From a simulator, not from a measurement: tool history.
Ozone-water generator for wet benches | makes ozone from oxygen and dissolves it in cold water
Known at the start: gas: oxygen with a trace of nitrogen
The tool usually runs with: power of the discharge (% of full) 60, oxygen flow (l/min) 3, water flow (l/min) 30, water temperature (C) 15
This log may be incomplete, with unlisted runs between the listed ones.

run	hour	power of the discharge (% of full)	oxygen flow (l/min)	water flow (l/min)	water temperature (C)	dissolved ozone (ppm)	ozone in the gas ahead of the water (g/m3)
1	0	60	3	30	15	11.8	208.3
2	47.2	60	3	30	11	11.9	207.3
3	91.7	60	3	30	15	11.7	208.9
4	183.8	60	3	30	15	11.4	208.2
5	259.5	60	3	30	15	11.6	206.9
6	330.8	60	3	30	15	11.5	207.2
7	371.8	60	3	30	15	11.3	206.8
8	466.1	60	3	30	15	11.6	206.5
9	545.9	60	3	30	15	11.5	206.4
10	609.7	60	3	30	15	11.4	207.8
11	664.8	60	3	30	15	11.5	207.7
12	724.5	60	3	30	15	11.5	207.4
13	794	60	3	30	15	11.5	203.5
14	836.2	60	3	30	15	11.5	205.5
15	877.7	60	3	30	15	11.6	205.8
16	944.7	60	3	30	15	11.5	205.5
17	989	60	4.65	30	13	11.9	155
18	1066.8	60	3	41	16	7.6	205.1
# hour 1072.6: water thermometer calibrated
19	1153.9	60	3	41	16	7.7	204.9
20	1241.8	54	1.89	30	15	9.6	249.6
21	1303.3	69	3.79	30	15	13.1	201
22	1352.7	76	4.12	30	18	13.9	205
# hour 1361.3: water thermometer calibrated, once more
23	1424.3	76	4.12	30	18	14.2	204.5
24	1520.6	51	1.82	34	22	7.4	240.1
25	1562.6	100	1.55	28	18	16.6	482.7
26	1606.9	100	1.55	28	18	16.7	482.2
27	1659.3	69	2.99	20	18	18.9	232
28	1725.2	60	1.77	30	15	10.1	283
29	1793.9	42	1.77	19	15	12.5	207.6
30	1865.8	42	2.5	38	17	5.8	168
31	1931	42	2.5	30	23	7.4	168.2
32	1983.4	49	3	27	15	10.5	169.6

Some steps in dissolved ozone (ppm), run to run, broken into two amounts with sign: the step expected even without the hidden condition (settings, incoming material, random variation), and the rest, left for the hidden condition together with whatever gauge scatter is not in both the measured and the hidden-condition-free result:
Hidden conditions of the tool in this case: yield of the discharge, % of new electrodes'; contactor's efficiency, % of a clean one's; true water temperature over the reading, C; drift of the gauge itself on ozone_ppm, %; drift of the gauge itself on gas_g_m3, %.
Run 23 -> 24: power of the discharge (% of full) 76 -> 51, oxygen flow (l/min) 4.12 -> 1.82, water flow (l/min) 30 -> 34, water temperature (C) 18 -> 22. dissolved ozone (ppm) -6.8: hidden state +0.6, all else -7.4.
Run 24 -> 25: power of the discharge (% of full) 51 -> 100, oxygen flow (l/min) 1.82 -> 1.55, water flow (l/min) 34 -> 28, water temperature (C) 22 -> 18. dissolved ozone (ppm) +9.2: hidden state -1, all else +10.2.
Run 27 -> 28: power of the discharge (% of full) 69 -> 60, oxygen flow (l/min) 2.99 -> 1.77, water flow (l/min) 20 -> 30, water temperature (C) 18 -> 15. dissolved ozone (ppm) -8.8: hidden state +0.6, all else -9.4.

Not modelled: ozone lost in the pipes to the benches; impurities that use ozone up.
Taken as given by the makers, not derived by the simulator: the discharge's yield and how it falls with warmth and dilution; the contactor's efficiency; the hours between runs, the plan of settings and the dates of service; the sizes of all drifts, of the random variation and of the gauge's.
